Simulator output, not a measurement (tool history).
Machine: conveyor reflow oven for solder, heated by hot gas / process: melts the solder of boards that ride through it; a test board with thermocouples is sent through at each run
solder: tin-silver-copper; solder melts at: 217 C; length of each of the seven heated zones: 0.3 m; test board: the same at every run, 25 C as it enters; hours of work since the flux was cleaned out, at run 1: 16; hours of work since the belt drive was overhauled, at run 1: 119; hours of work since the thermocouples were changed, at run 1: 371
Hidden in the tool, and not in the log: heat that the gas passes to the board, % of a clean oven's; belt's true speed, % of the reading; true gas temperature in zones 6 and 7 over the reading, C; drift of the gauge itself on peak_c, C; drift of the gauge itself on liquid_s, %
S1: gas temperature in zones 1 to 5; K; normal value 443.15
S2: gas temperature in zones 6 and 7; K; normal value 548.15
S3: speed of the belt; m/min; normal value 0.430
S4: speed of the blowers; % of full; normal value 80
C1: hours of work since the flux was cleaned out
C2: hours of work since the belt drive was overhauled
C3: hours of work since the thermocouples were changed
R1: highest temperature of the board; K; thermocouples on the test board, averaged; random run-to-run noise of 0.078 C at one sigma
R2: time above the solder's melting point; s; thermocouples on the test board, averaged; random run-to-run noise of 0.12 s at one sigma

{"run": 1, "hour": 0.0, "S1": 443.15, "S2": 548.15, "S3": 0.43, "S4": 80, "C1": 16, "C2": 119, "C3": 371, "R1": 534.94, "R2": 68.3}
{"run": 2, "hour": 6.4, "S1": 443.15, "S2": 548.15, "S3": 0.43, "S4": 80, "C1": 19, "C2": 122, "C3": 374, "R1": 534.85, "R2": 68.0}
{"run": 3, "hour": 10.4, "S1": 443.15, "S2": 548.15, "S3": 0.341, "S4": 80, "C1": 20, "C2": 124, "C3": 376, "R1": 541.13, "R2": 91.5}
{"run": 4, "hour": 19.7, "S1": 443.15, "S2": 548.15, "S3": 0.341, "S4": 80, "C1": 25, "C2": 128, "C3": 380, "R1": 541.0, "R2": 91.9}
{"run": 5, "hour": 28.4, "S1": 443.15, "S2": 548.15, "S3": 0.341, "S4": 80, "C1": 28, "C2": 132, "C3": 384, "R1": 541.06, "R2": 91.5}
{"run": 6, "hour": 35.6, "S1": 443.15, "S2": 548.15, "S3": 0.402, "S4": 80, "C1": 32, "C2": 135, "C3": 387, "R1": 536.89, "R2": 74.6}
{"run": 7, "hour": 41.2, "S1": 443.15, "S2": 556.15, "S3": 0.402, "S4": 80, "C1": 34, "C2": 137, "C3": 389, "R1": 544.28, "R2": 78.3}
{"run": 8, "hour": 45.4, "S1": 443.15, "S2": 556.15, "S3": 0.402, "S4": 80, "C1": 36, "C2": 139, "C3": 391, "R1": 544.16, "R2": 78.4}
{"run": 9, "hour": 54.8, "S1": 443.15, "S2": 551.15, "S3": 0.43, "S4": 57, "C1": 40, "C2": 143, "C3": 395, "R1": 532.75, "R2": 65.8}
{"run": 10, "hour": 62.1, "S1": 429.15, "S2": 548.15, "S3": 0.43, "S4": 80, "C1": 43, "C2": 147, "C3": 399, "R1": 532.88, "R2": 62.3}
{"run": 11, "hour": 68.4, "S1": 443.15, "S2": 549.15, "S3": 0.43, "S4": 80, "C1": 46, "C2": 149, "C3": 401, "R1": 535.94, "R2": 68.5}

Expected results for the next run?
{"run": 12, "hour": 75.5, "S1": 443.15, "S2": 541.15, "S3": 0.43, "S4": 80, "C1": 49, "C2": 152, "C3": 404, "R1": "?", "R2": "?"}

Run 12 came out at R1 528.59 K, R2 64.4 s.
Had the tool carried no hidden state, the very same run would have given R1 527.54 K, R2 63.7 s.

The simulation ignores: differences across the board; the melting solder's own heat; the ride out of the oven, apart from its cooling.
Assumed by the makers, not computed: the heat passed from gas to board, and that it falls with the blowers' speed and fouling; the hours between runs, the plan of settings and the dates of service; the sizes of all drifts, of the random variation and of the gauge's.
